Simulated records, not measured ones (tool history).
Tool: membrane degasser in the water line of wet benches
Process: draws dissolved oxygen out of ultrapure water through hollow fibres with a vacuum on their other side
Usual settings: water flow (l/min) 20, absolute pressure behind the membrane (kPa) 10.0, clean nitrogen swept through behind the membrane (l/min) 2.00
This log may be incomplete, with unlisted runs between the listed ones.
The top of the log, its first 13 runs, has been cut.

run    hour  water flow (l/min)  absolute pressure behind the membrane (kPa)  clean nitrogen swept through behind the membrane (l/min)  hours since the membrane was changed  hours since the vacuum gauge was calibrated  hours since the vacuum lines were made tight  dissolved oxygen in the water behind the degasser (ppb)  pressure that the water loses in the fibres (kPa)
 14  1015.1                  20                                         10.0                                                      2.00                                  1936                                         3798                                          8959                                                    238.9                                              31.42
 15  1115.5                  20                                         10.0                                                      2.00                                  2036                                         3898                                          9060                                                    237.1                                              31.36
 16  1189.2                  20                                         10.0                                                      2.00                                  2110                                         3972                                          9133                                                    242.6                                              31.55
 17  1272.0                  20                                         19.1                                                      2.00                                  2193                                         4054                                          9216                                                    437.7                                              31.61
 18  1363.1                  20                                          7.2                                                      1.11                                  2284                                         4146                                          9307                                                    239.7                                              31.56
 19  1431.8                  22                                          8.6                                                      2.00                                  2352                                         4214                                          9376                                                    257.9                                              34.25
 20  1531.6                  17                                          8.6                                                      4.01                                  2452                                         4314                                          9476                                                     97.4                                              26.99
 21  1631.6                  29                                          8.6                                                      4.01                                  2552                                         4414                                          9576                                                    390.8                                              45.53
 22  1720.6                  29                                          8.6                                                      4.01                                  2641                                         4503                                          9665                                                    383.5                                              45.47
 23  1829.6                  29                                          8.6                                                      4.01                                  2750                                         4612                                          9774                                                    394.2                                              45.82
 24  1904.9                  20                                         12.7                                                      2.00                                  2826                                         4687                                          9849                                                    305.8                                              31.64

Forecast run 25:
 25  1972.7                  26                                          6.3                                                      2.56                                  2893                                         4755                                          9917                                                        ?                                                  ?

Run 25 came out at dissolved oxygen in the water behind the degasser (ppb) 287.3, pressure that the water loses in the fibres (kPa) 41.28.
Had the tool carried no hidden state, the very same run would have given dissolved oxygen in the water behind the degasser (ppb) 270.1, pressure that the water loses in the fibres (kPa) 40.55.
